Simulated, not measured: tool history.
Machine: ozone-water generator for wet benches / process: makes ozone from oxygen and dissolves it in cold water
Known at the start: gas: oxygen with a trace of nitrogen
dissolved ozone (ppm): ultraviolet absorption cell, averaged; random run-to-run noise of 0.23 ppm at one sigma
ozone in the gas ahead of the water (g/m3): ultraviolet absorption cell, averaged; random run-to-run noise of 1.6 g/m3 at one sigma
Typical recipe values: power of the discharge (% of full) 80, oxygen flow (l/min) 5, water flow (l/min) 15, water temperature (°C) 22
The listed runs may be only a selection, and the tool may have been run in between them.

run	hour	power of the discharge (% of full)	oxygen flow (l/min)	water flow (l/min)	water temperature (°C)	dissolved ozone (ppm)	ozone in the gas ahead of the water (g/m3)
1	0	80	5	15	22	34.1	293.8
2	21.5	80	5	15	22	33.8	294.3
3	53.9	80	5	15	22	33.9	296.8
4	84.1	80	5	15	22	34.2	296.2
5	117.4	80	5	15	22	33.6	293.1
6	148.3	80	5	15	22	33.8	294.3
7	166.9	80	5	15	22	34	292.4
8	207.1	80	5	15	22	33.7	295.1
9	238.3	80	5	15	22	33.5	294.8
10	256.5	72	5	15	22	32	271.7
11	281.1	72	5	15	22	31.4	271.1
12	301.7	72	5	15	22	31.5	269.9
13	331.4	72	5	15	22	31.4	268.8
14	366.4	83	5	15	22	35.3	298.1
15	384	80	5.83	15	22	33.9	271.8
16	413.4	76	4.46	13	22	36.7	290.7
17	455	51	5	17	15	24.5	211.5
18	488.4	63	5.31	17	15	28.9	237.9
19	523	63	2.87	21	15	20.7	307.7
20	557.7	57	7.63	20	22	21.2	190.4
21	591.6	80	5.79	20	28	24	271.7
22	626	48	5	12	20	29.2	203.8
23	663.9	42	5.05	15	21	22	181.6
24	697.6	85	4.43	15	17	38	316.3
25	728.7	58	2.63	15	20	25.7	302.4
26	756.8	76	5	18	22	28.1	274.5
# hour 785.4: gauge calibrated
27	787.6	76	5	18	22	28.1	283.7
28	810	76	5	18	22	27.9	286.1

For run 29, what comes out?
29	840.6	76	5	18	22	?	?

Run 29 measured dissolved ozone (ppm) 28.2, ozone in the gas ahead of the water (g/m3) 283.1.
Without the tool's hidden state the same run would have given dissolved ozone (ppm) 28.2, ozone in the gas ahead of the water (g/m3) 283.7.

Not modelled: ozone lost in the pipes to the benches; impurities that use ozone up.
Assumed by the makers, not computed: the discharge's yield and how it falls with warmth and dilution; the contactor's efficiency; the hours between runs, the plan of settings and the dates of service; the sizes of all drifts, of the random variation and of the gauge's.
